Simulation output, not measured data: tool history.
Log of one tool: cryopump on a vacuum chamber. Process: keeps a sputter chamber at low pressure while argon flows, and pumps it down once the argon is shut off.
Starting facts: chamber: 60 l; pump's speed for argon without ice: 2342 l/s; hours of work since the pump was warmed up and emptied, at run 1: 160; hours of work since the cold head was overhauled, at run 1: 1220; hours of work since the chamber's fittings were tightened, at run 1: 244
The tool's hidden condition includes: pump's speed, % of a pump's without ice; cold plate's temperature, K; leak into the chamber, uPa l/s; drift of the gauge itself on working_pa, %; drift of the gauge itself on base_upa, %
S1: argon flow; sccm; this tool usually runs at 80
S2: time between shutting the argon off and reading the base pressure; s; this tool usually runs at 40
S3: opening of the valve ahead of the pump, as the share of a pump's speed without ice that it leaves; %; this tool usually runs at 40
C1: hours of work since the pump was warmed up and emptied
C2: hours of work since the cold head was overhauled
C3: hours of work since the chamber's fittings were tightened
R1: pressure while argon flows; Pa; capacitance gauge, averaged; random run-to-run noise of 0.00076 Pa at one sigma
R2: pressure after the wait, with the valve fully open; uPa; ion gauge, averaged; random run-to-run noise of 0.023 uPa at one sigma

{"run": 1, "hour": 0.0, "S1": 80, "S2": 40, "S3": 40, "C1": 160, "C2": 1220, "C3": 244, "R1": 0.1477, "R2": 0.95}
{"run": 2, "hour": 61.1, "S1": 80, "S2": 40, "S3": 40, "C1": 205, "C2": 1264, "C3": 288, "R1": 0.1478, "R2": 0.97}
{"run": 3, "hour": 104.6, "S1": 80, "S2": 40, "S3": 16, "C1": 237, "C2": 1296, "C3": 320, "R1": 0.3661, "R2": 0.98}
{"run": 4, "hour": 132.1, "S1": 80, "S2": 40, "S3": 16, "C1": 257, "C2": 1317, "C3": 341, "R1": 0.367, "R2": 1}
{"run": 5, "hour": 176.2, "S1": 80, "S2": 40, "S3": 40, "C1": 289, "C2": 1349, "C3": 373, "R1": 0.1486, "R2": 1.03}
{"run": 6, "hour": 207.1, "S1": 80, "S2": 40, "S3": 51, "C1": 312, "C2": 1371, "C3": 395, "R1": 0.1187, "R2": 1.04}
{"run": 7, "hour": 241.9, "S1": 80, "S2": 40, "S3": 51, "C1": 337, "C2": 1397, "C3": 421, "R1": 0.1187, "R2": 1.03}
{"run": 8, "hour": 278.4, "S1": 80, "S2": 40, "S3": 51, "C1": 364, "C2": 1424, "C3": 448, "R1": 0.1192, "R2": 1.09}
{"run": 9, "hour": 320.1, "S1": 80, "S2": 40, "S3": 51, "C1": 395, "C2": 1454, "C3": 478, "R1": 0.1196, "R2": 1.12}
{"run": 10, "hour": 385.8, "S1": 80, "S2": 40, "S3": 51, "C1": 443, "C2": 1502, "C3": 526, "R1": 0.1213, "R2": 1.13}
{"run": 11, "hour": 434.1, "S1": 80, "S2": 40, "S3": 51, "C1": 478, "C2": 1538, "C3": 562, "R1": 0.1221, "R2": 1.16}
{"run": 12, "hour": 490.0, "S1": 80, "S2": 40, "S3": 40, "C1": 519, "C2": 1579, "C3": 603, "R1": 0.1539, "R2": 1.2}
{"run": 13, "hour": 544.8, "S1": 80, "S2": 40, "S3": 30, "C1": 559, "C2": 1619, "C3": 643, "R1": 0.2017, "R2": 1.23}
{"run": 14, "hour": 575.0, "S1": 80, "S2": 40, "S3": 40, "C1": 581, "C2": 1641, "C3": 665, "R1": 0.1535, "R2": 1.19}
{"run": 15, "hour": 621.9, "S1": 80, "S2": 40, "S3": 40, "C1": 616, "C2": 1675, "C3": 699, "R1": 0.1553, "R2": 1.23}
{"run": 16, "hour": 655.2, "S1": 80, "S2": 40, "S3": 40, "C1": 640, "C2": 1699, "C3": 724, "R1": 0.1552, "R2": 1.3}
{"run": 17, "hour": 694.6, "S1": 131, "S2": 40, "S3": 40, "C1": 669, "C2": 1728, "C3": 752, "R1": 0.2543, "R2": 1.26}
{"run": 18, "hour": 745.9, "S1": 131, "S2": 40, "S3": 40, "C1": 706, "C2": 1766, "C3": 790, "R1": 0.2585, "R2": 1.31}
{"run": 19, "hour": 788.7, "S1": 131, "S2": 40, "S3": 40, "C1": 738, "C2": 1797, "C3": 821, "R1": 0.2578, "R2": 1.35}
{"run": 20, "hour": 822.9, "S1": 98, "S2": 86, "S3": 24, "C1": 763, "C2": 1822, "C3": 846, "R1": 0.3121, "R2": 1.06}
{"run": 21, "hour": 883.1, "S1": 34, "S2": 40, "S3": 23, "C1": 807, "C2": 1866, "C3": 890, "R1": 0.1134, "R2": 1.43}
{"run": 22, "hour": 923.2, "S1": 99, "S2": 276, "S3": 40, "C1": 836, "C2": 1896, "C3": 920, "R1": 0.1977, "R2": 0.93}
{"run": 23, "hour": 957.1, "S1": 43, "S2": 198, "S3": 29, "C1": 861, "C2": 1921, "C3": 945, "R1": 0.1157, "R2": 0.95}
{"run": 24, "hour": 1001.3, "S1": 41, "S2": 115, "S3": 27, "C1": 893, "C2": 1953, "C3": 977, "R1": 0.1181, "R2": 1.05}
{"run": 25, "hour": 1050.1, "S1": 41, "S2": 115, "S3": 27, "C1": 929, "C2": 1989, "C3": 1013, "R1": 0.119, "R2": 1.08}
{"run": 26, "hour": 1096.8, "S1": 95, "S2": 221, "S3": 18, "C1": 963, "C2": 2023, "C3": 1047, "R1": 0.4037, "R2": 1.02}
{"run": 27, "hour": 1134.4, "S1": 95, "S2": 221, "S3": 18, "C1": 991, "C2": 2050, "C3": 1074, "R1": 0.4047, "R2": 1.11}
{"run": 28, "hour": 1168.3, "S1": 96, "S2": 37, "S3": 26, "C1": 1016, "C2": 2075, "C3": 1099, "R1": 0.2895, "R2": 1.64}
{"hour": 1227.5, "done": "pump warmed up, emptied and cooled again"}
{"run": 29, "hour": 1239.5, "S1": 153, "S2": 37, "S3": 26, "C1": 9, "C2": 2124, "C3": 1148, "R1": 0.4268, "R2": 1.44}
{"run": 30, "hour": 1271.3, "S1": 81, "S2": 22, "S3": 15, "C1": 32, "C2": 2147, "C3": 1171, "R1": 0.3925, "R2": 2.02}
{"run": 31, "hour": 1329.1, "S1": 50, "S2": 156, "S3": 39, "C1": 74, "C2": 2189, "C3": 1213, "R1": 0.0943, "R2": 0.98}
{"run": 32, "hour": 1395.0, "S1": 50, "S2": 156, "S3": 39, "C1": 123, "C2": 2238, "C3": 1262, "R1": 0.0942, "R2": 1.02}
{"run": 33, "hour": 1439.7, "S1": 50, "S2": 156, "S3": 39, "C1": 155, "C2": 2270, "C3": 1294, "R1": 0.0949, "R2": 1.05}
{"run": 34, "hour": 1502.7, "S1": 80, "S2": 38, "S3": 38, "C1": 202, "C2": 2316, "C3": 1340, "R1": 0.1559, "R2": 1.55}
{"run": 35, "hour": 1564.8, "S1": 51, "S2": 97, "S3": 47, "C1": 247, "C2": 2362, "C3": 1386, "R1": 0.081, "R2": 1.23}

Below are 3 alternative next runs, each starting from the tool's condition after run 35. Predict each:
{"run": "A", "hour": 1615.8, "S1": 127, "S2": 40, "S3": 40, "C1": 284, "C2": 2399, "C3": 1423, "R1": "?", "R2": "?"}
{"run": "B", "hour": 1615.8, "S1": 80, "S2": 40, "S3": 19, "C1": 284, "C2": 2399, "C3": 1423, "R1": "?", "R2": "?"}
{"run": "C", "hour": 1615.8, "S1": 85, "S2": 40, "S3": 40, "C1": 284, "C2": 2399, "C3": 1423, "R1": "?", "R2": "?"}

run=A R1=0.2377 R2=1.66
run=B R1=0.3091 R2=1.65
run=C R1=0.1596 R2=1.67
Without the tool's hidden state the same runs would have given:
run=A R1=0.2291 R2=0.78
run=B R1=0.3037 R2=0.79
run=C R1=0.1538 R2=0.8
